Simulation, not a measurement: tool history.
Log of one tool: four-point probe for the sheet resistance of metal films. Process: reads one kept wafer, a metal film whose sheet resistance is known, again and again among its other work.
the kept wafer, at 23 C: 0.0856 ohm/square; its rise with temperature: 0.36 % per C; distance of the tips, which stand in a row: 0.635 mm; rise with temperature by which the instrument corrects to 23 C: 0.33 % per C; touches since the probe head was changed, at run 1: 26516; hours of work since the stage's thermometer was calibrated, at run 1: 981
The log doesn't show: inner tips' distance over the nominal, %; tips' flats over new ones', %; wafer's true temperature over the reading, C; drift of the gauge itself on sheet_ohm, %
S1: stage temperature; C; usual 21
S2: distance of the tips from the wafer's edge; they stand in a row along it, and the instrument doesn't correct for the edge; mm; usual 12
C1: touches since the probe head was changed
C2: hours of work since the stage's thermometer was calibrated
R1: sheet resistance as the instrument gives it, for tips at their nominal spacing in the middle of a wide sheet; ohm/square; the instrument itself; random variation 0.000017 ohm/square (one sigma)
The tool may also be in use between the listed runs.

run 1 hour=0 | S1=21 S2=12 | C1=26516 C2=981 | R1=0.08599
run 2 hour=56.1 | S1=21 S2=12 | C1=29796 C2=1025 | R1=0.085944
run 3 hour=119.6 | S1=21 S2=12 | C1=33514 C2=1075 | R1=0.085911
run 4 hour=200.4 | S1=21 S2=31 | C1=38238 C2=1138 | R1=0.085772
run 5 hour=279.5 | S1=21 S2=31 | C1=42870 C2=1199 | R1=0.085745
run 6 hour=353.8 | S1=21 S2=31 | C1=47212 C2=1257 | R1=0.085699
run 7 hour=444.3 | S1=21 S2=31 | C1=52510 C2=1328 | R1=0.085695
run 8 hour=497.6 | S1=19 S2=12 | C1=55628 C2=1369 | R1=0.085724
run 9 hour=587.5 | S1=19 S2=12 | C1=60883 C2=1439 | R1=0.085695
run 10 hour=673.5 | S1=21 S2=3 | C1=65917 C2=1506 | R1=0.08764
run 11 hour=736.6 | S1=19 S2=12 | C1=69606 C2=1555 | R1=0.085648
run 12 hour=797.6 | S1=20 S2=12 | C1=73178 C2=1603 | R1=0.085646
run 13 hour=851.9 | S1=19 S2=12 | C1=76355 C2=1645 | R1=0.085594
run 14 hour=935.3 | S1=21 S2=12 | C1=81232 C2=1710 | R1=0.085648
run 15 hour=1025.1 | S1=21 S2=23 | C1=86488 C2=1780 | R1=0.085504
run 16 hour=1066.1 | S1=21 S2=23 | C1=88886 C2=1812 | R1=0.08552
run 17 hour=1107.4 | S1=21 S2=10 | C1=91298 C2=1844 | R1=0.085633
run 18 hour=1196.8 | S1=21 S2=10 | C1=96531 C2=1914 | R1=0.085569
run 19 hour=1259.9 | S1=21 S2=10 | C1=100224 C2=1963 | R1=0.085543
run 20 hour=1303.5 | S1=21 S2=8 | C1=102773 C2=1997 | R1=0.085644
run 21 hour=1359.7 | S1=21 S2=8 | C1=106061 C2=2041 | R1=0.085641
-- hour=1381.1 stage's thermometer calibrated
run 22 hour=1450.9 | S1=25 S2=12 | C1=111365 C2=54 | R1=0.085656
run 23 hour=1537.2 | S1=25 S2=12 | C1=116415 C2=122 | R1=0.085561
run 24 hour=1608.9 | S1=33 S2=51 | C1=120609 C2=177 | R1=0.085652
run 25 hour=1684.9 | S1=22 S2=12 | C1=125058 C2=237 | R1=0.085451
run 26 hour=1728.9 | S1=25 S2=12 | C1=127628 C2=271 | R1=0.085539
run 27 hour=1776.5 | S1=27 S2=20 | C1=130413 C2=308 | R1=0.085499
run 28 hour=1858.3 | S1=22 S2=22 | C1=135200 C2=372 | R1=0.085305
-- hour=1890.3 stage's thermometer calibrated, once more
run 29 hour=1909.9 | S1=23 S2=8 | C1=138188 C2=15 | R1=0.085399
run 30 hour=1991.8 | S1=23 S2=8 | C1=142980 C2=79 | R1=0.085406
run 31 hour=2062.4 | S1=23 S2=8 | C1=147112 C2=134 | R1=0.085322
run 32 hour=2110.6 | S1=21 S2=8 | C1=149931 C2=172 | R1=0.085254
run 33 hour=2157.8 | S1=21 S2=17 | C1=152691 C2=208 | R1=0.085001
run 34 hour=2213.5 | S1=19 S2=5 | C1=155950 C2=252 | R1=0.085638
run 35 hour=2303.9 | S1=20 S2=20 | C1=161241 C2=322 | R1=0.084916
run 36 hour=2368 | S1=20 S2=12 | C1=164990 C2=372 | R1=0.084946
run 37 hour=2406.9 | S1=20 S2=7 | C1=167265 C2=403 | R1=0.085197
run 38 hour=2446.1 | S1=21 S2=14 | C1=169559 C2=433 | R1=0.084945
run 39 hour=2511 | S1=31 S2=20 | C1=173356 C2=484 | R1=0.085153
run 40 hour=2550.1 | S1=31 S2=4 | C1=175646 C2=514 | R1=0.08625
-- hour=2578.1 new probe head fitted
run 41 hour=2634.6 | S1=29 S2=12 | C1=3304 C2=579 | R1=0.08614
run 42 hour=2686.9 | S1=23 S2=18 | C1=6367 C2=620 | R1=0.085844

Hidden state or all else? Some run-to-run changes of R1, split into what the settings, what came in and random variation would give without the hidden state, and what is left for the hidden state (with any gauge scatter that isn't in both results):
Run 8 -> 9: no setting changed, nothing entered. R1 -0.000029 ohm/square: hidden state -0.000035, all else +0.000006.
Run 9 -> 10: S1 19 -> 21, S2 12 -> 3. R1 +0.001945 ohm/square: hidden state -0.000029, all else +0.001974.
Run 10 -> 11: S1 21 -> 19, S2 3 -> 12. R1 -0.001992 ohm/square: hidden state -0.000022, all else -0.00197.
Run 28 -> 29: S1 22 -> 23, S2 22 -> 8, stage's thermometer calibrated, once more. R1 +0.000094 ohm/square: hidden state -0.000183, all else +0.000277.
Run 39 -> 40: S2 20 -> 4. R1 +0.001097 ohm/square: hidden state -0.000022, all else +0.001119.
Run 40 -> 41: S1 31 -> 29, S2 4 -> 12, new probe head fitted. R1 -0.00011 ohm/square: hidden state +0.000957, all else -0.001067.
